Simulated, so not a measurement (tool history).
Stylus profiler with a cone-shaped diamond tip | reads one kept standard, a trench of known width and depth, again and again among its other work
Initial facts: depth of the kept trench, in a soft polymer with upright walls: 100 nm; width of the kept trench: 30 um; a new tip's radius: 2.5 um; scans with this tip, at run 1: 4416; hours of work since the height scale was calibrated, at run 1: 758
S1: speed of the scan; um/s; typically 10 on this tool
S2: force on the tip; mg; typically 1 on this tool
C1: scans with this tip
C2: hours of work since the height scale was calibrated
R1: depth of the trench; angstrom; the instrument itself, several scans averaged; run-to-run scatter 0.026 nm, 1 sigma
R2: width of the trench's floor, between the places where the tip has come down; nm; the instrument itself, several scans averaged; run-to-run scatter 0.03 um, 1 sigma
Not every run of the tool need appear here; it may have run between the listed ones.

run,hour,S1,S2,C1,C2,R1,R2
1,0,10,1,4416,758,1004.9,28350
2,22,10,0.68,4499,773,1002.7,28330
3,55.7,10,0.68,4625,794,1002.3,28340
4,74.6,10,0.39,4696,807,1001,28290
5,100.7,10,1.46,4794,823,1006.5,28270
6,131.4,10,1.46,4909,843,1006.1,28340
7,150,10,1,4979,855,1004.5,28320
8,177.8,10,1,5083,873,1004.5,28270
9,211.9,10,1,5211,895,1004.2,28300
10,239.6,10,2.77,5315,913,1011.3,28290
11,264.1,10,2.77,5407,929,1011.3,28300
12,290.7,10,2.77,5507,946,1011.2,28300
13,324.5,10,2.77,5633,968,1011.2,28330
14,362.2,10,2.77,5775,992,1011.4,28310
15,382.3,10,2.77,5850,1005,1010.9,28260
16,403.6,2,1,5930,1019,1003.6,28290
17,448.3,2,1,6098,1047,1003.4,28300
18,483.7,2,1,6230,1070,1003.3,28390
19,503.1,11,1,6303,1083,1003.5,28280
20,537.9,11,1,6434,1105,1003.4,28300
21,572.5,18,0.36,6563,1127,999.1,28240
22,609.9,18,0.36,6703,1151,999,28170
# hour 621.6: height scale calibrated on a step standard
23,637.5,21,0.35,6805,10,1004.1,28240
24,676.1,16,1.14,6950,35,1008.4,28270
25,718.5,30,0.46,7109,62,1004.5,28170
26,742.9,30,0.46,7201,78,1004.1,28170
27,774.6,9,0.37,7319,99,1003.6,28220

Run 28 has not been measured yet. What should we expect?
28,803.5,9,0.37,7428,117,?,?

{"run 28": {"R1": 1003.7, "R2": 28230}}
On a tool with no hidden condition, and with the same random variation, this run would have come out at R1 1004.1 angstrom, R2 28570 nm.

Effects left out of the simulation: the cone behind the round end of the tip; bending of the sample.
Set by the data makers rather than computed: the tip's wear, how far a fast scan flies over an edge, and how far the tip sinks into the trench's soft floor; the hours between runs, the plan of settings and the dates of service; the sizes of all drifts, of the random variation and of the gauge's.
